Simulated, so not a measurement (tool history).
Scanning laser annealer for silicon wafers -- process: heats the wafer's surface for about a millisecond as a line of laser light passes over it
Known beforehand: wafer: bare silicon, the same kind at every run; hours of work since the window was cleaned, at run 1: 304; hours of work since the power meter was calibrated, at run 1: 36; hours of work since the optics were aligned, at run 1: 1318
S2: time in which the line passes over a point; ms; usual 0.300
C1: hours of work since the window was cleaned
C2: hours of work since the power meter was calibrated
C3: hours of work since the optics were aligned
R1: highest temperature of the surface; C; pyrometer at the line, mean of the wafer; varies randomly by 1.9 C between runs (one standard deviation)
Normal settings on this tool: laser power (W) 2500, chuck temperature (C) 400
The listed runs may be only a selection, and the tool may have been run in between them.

run 1 hour=0.0 | laser_power_(W)=2500 S2=0.300 chuck_temperature_(C)=400 | C1=304 C2=36 C3=1318 | R1=1087
run 2 hour=12.7 | laser_power_(W)=2500 S2=0.300 chuck_temperature_(C)=400 | C1=311 C2=43 C3=1324 | R1=1089
run 3 hour=19.0 | laser_power_(W)=2500 S2=0.300 chuck_temperature_(C)=400 | C1=314 C2=46 C3=1328 | R1=1086
run 4 hour=25.0 | laser_power_(W)=2500 S2=0.300 chuck_temperature_(C)=400 | C1=317 C2=50 C3=1331 | R1=1087
run 5 hour=31.5 | laser_power_(W)=2500 S2=0.300 chuck_temperature_(C)=400 | C1=321 C2=53 C3=1335 | R1=1086
run 6 hour=43.1 | laser_power_(W)=2500 S2=0.300 chuck_temperature_(C)=400 | C1=327 C2=59 C3=1341 | R1=1083
run 7 hour=51.1 | laser_power_(W)=2500 S2=0.300 chuck_temperature_(C)=400 | C1=331 C2=64 C3=1345 | R1=1085
run 8 hour=61.3 | laser_power_(W)=2500 S2=0.300 chuck_temperature_(C)=400 | C1=337 C2=69 C3=1351 | R1=1084
run 9 hour=72.5 | laser_power_(W)=2500 S2=0.300 chuck_temperature_(C)=400 | C1=343 C2=75 C3=1357 | R1=1084
run 10 hour=83.3 | laser_power_(W)=2500 S2=0.300 chuck_temperature_(C)=400 | C1=349 C2=81 C3=1363 | R1=1083
run 11 hour=91.7 | laser_power_(W)=2500 S2=0.300 chuck_temperature_(C)=400 | C1=353 C2=86 C3=1367 | R1=1083
run 12 hour=98.3 | laser_power_(W)=2500 S2=0.300 chuck_temperature_(C)=400 | C1=357 C2=89 C3=1371 | R1=1082
run 13 hour=107.5 | laser_power_(W)=2500 S2=0.300 chuck_temperature_(C)=393 | C1=362 C2=94 C3=1376 | R1=1078
run 14 hour=121.0 | laser_power_(W)=2500 S2=0.300 chuck_temperature_(C)=400 | C1=369 C2=101 C3=1383 | R1=1083
run 15 hour=129.7 | laser_power_(W)=2229 S2=0.300 chuck_temperature_(C)=400 | C1=374 C2=106 C3=1388 | R1=996
run 16 hour=135.8 | laser_power_(W)=2229 S2=0.300 chuck_temperature_(C)=400 | C1=377 C2=109 C3=1391 | R1=998
run 17 hour=143.4 | laser_power_(W)=2229 S2=0.300 chuck_temperature_(C)=400 | C1=381 C2=113 C3=1395 | R1=998
run 18 hour=152.5 | laser_power_(W)=2580 S2=0.223 chuck_temperature_(C)=364 | C1=386 C2=118 C3=1400 | R1=978
run 19 hour=158.6 | laser_power_(W)=2315 S2=0.323 chuck_temperature_(C)=421 | C1=389 C2=122 C3=1403 | R1=1063
run 20 hour=169.0 | laser_power_(W)=2336 S2=0.300 chuck_temperature_(C)=385 | C1=395 C2=127 C3=1409 | R1=1015
run 21 hour=174.8 | laser_power_(W)=2286 S2=0.221 chuck_temperature_(C)=400 | C1=398 C2=130 C3=1412 | R1=928
run 22 hour=184.5 | laser_power_(W)=2451 S2=0.217 chuck_temperature_(C)=429 | C1=403 C2=136 C3=1417 | R1=999
-- hour=189.9 window over the wafer cleaned
run 23 hour=194.0 | laser_power_(W)=2705 S2=0.344 chuck_temperature_(C)=432 | C1=2 C2=140 C3=1421 | R1=1266
run 24 hour=204.7 | laser_power_(W)=2658 S2=0.270 chuck_temperature_(C)=377 | C1=8 C2=145 C3=1427 | R1=1102
run 25 hour=215.8 | laser_power_(W)=2658 S2=0.270 chuck_temperature_(C)=377 | C1=14 C2=151 C3=1433 | R1=1104
run 26 hour=226.1 | laser_power_(W)=2658 S2=0.270 chuck_temperature_(C)=377 | C1=20 C2=157 C3=1438 | R1=1102
run 27 hour=234.8 | laser_power_(W)=2658 S2=0.270 chuck_temperature_(C)=377 | C1=24 C2=162 C3=1443 | R1=1100

How would selected steps in R1 from run to run divide? Give the signed amount a tool lacking its hidden state would still show from settings, what came in and random variation, and the signed amount left for the hidden state, including any gauge scatter that is not in both of the compared results.
The tool's hidden condition here consists of: light that passes the window, % of a clean one's; laser's true power over the reading, %; width of the line over the set one, %; drift of the gauge itself on peak_c, C.
Run 20 -> 21: laser power (W) 2336 -> 2286, S2 0.300 -> 0.221, chuck temperature (C) 385 -> 400. R1 -87 C: hidden state +6, all else -93.
Run 22 -> 23: laser power (W) 2451 -> 2705, S2 0.217 -> 0.344, chuck temperature (C) 429 -> 432, window over the wafer cleaned. R1 +267 C: hidden state +28, all else +239.
Run 23 -> 24: laser power (W) 2705 -> 2658, S2 0.344 -> 0.270, chuck temperature (C) 432 -> 377. R1 -164 C: hidden state +1, all else -165.

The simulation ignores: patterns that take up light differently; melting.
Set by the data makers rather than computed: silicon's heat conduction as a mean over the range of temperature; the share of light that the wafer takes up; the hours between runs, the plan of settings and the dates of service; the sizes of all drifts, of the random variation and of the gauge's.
